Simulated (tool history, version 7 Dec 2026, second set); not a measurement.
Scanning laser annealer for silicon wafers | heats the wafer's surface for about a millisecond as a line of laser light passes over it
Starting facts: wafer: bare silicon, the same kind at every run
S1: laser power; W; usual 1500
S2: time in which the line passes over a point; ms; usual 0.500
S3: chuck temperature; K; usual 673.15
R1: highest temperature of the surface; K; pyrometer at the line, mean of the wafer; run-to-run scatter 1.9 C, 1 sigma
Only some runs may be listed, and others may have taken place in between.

| run | hour | S1 | S2 | S3 | R1 |
|---|---|---|---|---|---|
| 1 | 0.0 | 1500 | 0.500 | 673.15 | 1461.15 |
| 2 | 12.9 | 1500 | 0.500 | 673.15 | 1462.15 |
| 3 | 28.9 | 1500 | 0.500 | 673.15 | 1463.15 |
| 4 | 42.1 | 1500 | 0.541 | 673.15 | 1510.15 |
| 5 | 56.0 | 1500 | 0.500 | 673.15 | 1478.15 |
| 6 | 67.0 | 1500 | 0.500 | 673.15 | 1473.15 |
| 7 | 77.1 | 1500 | 0.500 | 673.15 | 1479.15 |
| 8 | 95.9 | 1500 | 0.500 | 673.15 | 1475.15 |
| 9 | 110.1 | 1500 | 0.500 | 673.15 | 1478.15 |
| 10 | 119.2 | 1530 | 0.500 | 673.15 | 1491.15 |
| 11 | 133.5 | 1530 | 0.500 | 673.15 | 1489.15 |
| 12 | 144.4 | 1530 | 0.500 | 643.15 | 1463.15 |
| 13 | 154.3 | 1530 | 0.503 | 643.15 | 1461.15 |
| 14 | 173.4 | 1530 | 0.376 | 652.15 | 1341.15 |
| 15 | 181.5 | 1530 | 0.376 | 652.15 | 1344.15 |
| 16 | 197.0 | 1500 | 0.500 | 663.15 | 1460.15 |
| 17 | 205.9 | 1500 | 0.500 | 707.15 | 1507.15 |
| 18 | 218.8 | 1485 | 0.500 | 644.15 | 1435.15 |
| 19 | 230.6 | 1373 | 0.500 | 673.15 | 1407.15 |
| 20 | 245.1 | 1500 | 0.500 | 687.15 | 1486.15 |
| 21 | 254.6 | 1289 | 0.399 | 638.15 | 1243.15 |
| 22 | 273.7 | 1289 | 0.399 | 638.15 | 1249.15 |
| 23 | 289.5 | 1289 | 0.536 | 712.15 | 1432.15 |

Put back what was entered between runs (1 entry, withheld): which listed runs does each sit between, and how does the hidden state differ from the listed run before to the listed run after?
Between runs 3 and 4: optics aligned, line set to its width (hour 39.0)
  light that passes the window, % of a clean one's: 99.6 -> 99.59; width of the line over the set one, %: 4.49 -> 0.1
  the result without the hidden state subtracted from the measured one, R1: -16.00 -> -4.00 K

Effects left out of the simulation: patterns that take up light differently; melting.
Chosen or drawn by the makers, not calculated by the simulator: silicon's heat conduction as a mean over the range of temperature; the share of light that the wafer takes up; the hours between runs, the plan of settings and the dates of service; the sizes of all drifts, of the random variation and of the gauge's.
